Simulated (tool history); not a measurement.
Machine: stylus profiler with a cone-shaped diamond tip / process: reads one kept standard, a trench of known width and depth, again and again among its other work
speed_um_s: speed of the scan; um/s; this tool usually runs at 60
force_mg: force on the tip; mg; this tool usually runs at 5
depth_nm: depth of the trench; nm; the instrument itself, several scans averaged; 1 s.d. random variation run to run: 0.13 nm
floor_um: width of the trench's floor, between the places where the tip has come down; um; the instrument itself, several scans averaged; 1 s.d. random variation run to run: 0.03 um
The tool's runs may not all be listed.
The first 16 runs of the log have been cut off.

run	hour	speed_um_s	force_mg	depth_nm	floor_um
17	1140.1	60	5	506.13	93.44
18	1193.7	60	11.85	511.8	93.53
19	1278.1	60	11.85	511.6	93.39
20	1380.2	60	11.85	511.26	93.35
21	1464	60	11.85	511.53	93.31
22	1539.1	60	5	505.87	93.21
23	1613.1	60	5	506.01	93.24
24	1659.2	219	7.03	507.85	92.95
25	1706.2	219	7.03	507.57	92.95
26	1774.2	52	9.02	509.02	93.19

Run 27 has not been measured yet. What should we expect?
27	1877.5	52	4.74	?	?

depth_nm: 505.16 nm
floor_um: 93.09 um
Take away the tool's hidden state, keep the run-to-run variation as it was, and the same run would have given depth_nm 506.5 nm, floor_um 95.55 um.
